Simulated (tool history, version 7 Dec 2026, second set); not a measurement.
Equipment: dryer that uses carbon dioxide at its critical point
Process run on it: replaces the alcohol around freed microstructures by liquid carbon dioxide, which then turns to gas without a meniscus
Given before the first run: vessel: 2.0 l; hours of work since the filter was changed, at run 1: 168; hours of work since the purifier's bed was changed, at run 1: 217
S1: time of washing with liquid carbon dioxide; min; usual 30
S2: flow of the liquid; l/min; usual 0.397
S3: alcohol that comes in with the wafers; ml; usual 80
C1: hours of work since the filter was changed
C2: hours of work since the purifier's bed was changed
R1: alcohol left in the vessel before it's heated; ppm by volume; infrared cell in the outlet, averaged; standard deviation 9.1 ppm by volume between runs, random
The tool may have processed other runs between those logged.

run	day	S1	S2	S3	C1	C2	R1
1	0	30	0.397	80	168	217	865
# day 1.762: inlet filter changed
2	2.012	30	0.397	80	5	254	556
3	4.462	30	0.397	80	51	301	623
4	7.379	30	0.397	21	106	356	222
5	10.017	30	0.397	21	156	405	252
# day 12.479: inlet filter changed
6	12.796	30	0.361	80	6	457	810
7	14.375	30	0.361	80	36	487	893
8	15.938	30	0.361	80	65	516	977
9	17.667	30	0.361	80	98	549	1080
10	19.312	30	0.397	80	129	580	818
11	20.888	30	0.397	21	159	610	262
12	22.838	22	0.397	80	195	646	2550
# day 23.146: inlet filter changed
13	25.246	22	0.397	80	40	691	1874
14	27.104	22	0.397	80	75	726	2013
15	28.975	22	0.635	116	110	761	533
16	31.954	45	0.635	86	166	818	63
# day 33.233: purifier's bed changed
# day 33.929: inlet filter changed
17	34.375	46	0.57	95	8	21	10
18	36.646	30	0.397	69	51	64	521
19	38.5	18	0.246	21	86	99	2294
20	39.967	18	0.542	21	114	126	390
21	42.496	30	0.292	71	162	174	2027
# day 44.575: inlet filter changed
22	44.829	29	0.338	48	5	217	704
23	46.083	29	0.397	80	28	241	646
24	48.058	29	0.397	80	66	278	708
25	50.058	18	0.424	106	103	316	3886
26	52.075	18	0.424	106	141	354	4209
27	54.188	32	0.397	113	181	394	967
# day 55.292: inlet filter changed
28	57.233	35	0.386	80	37	450	341

What if the next run were any one of these 5? Each begins from the tool's condition after run 28:
A	58.65	30	0.371	95	63	477	?
B	58.65	29	0.562	35	63	477	?
C	58.65	30	0.351	32	63	477	?
D	58.65	44	0.247	59	63	477	?
E	58.65	37	0.629	30	63	477	?

run	R1
A	982
B	84
C	441
D	701
E	35
Without the tool's unlogged condition, the same runs would have read:
run	R1
A	796
B	40
C	349
D	566
E	2
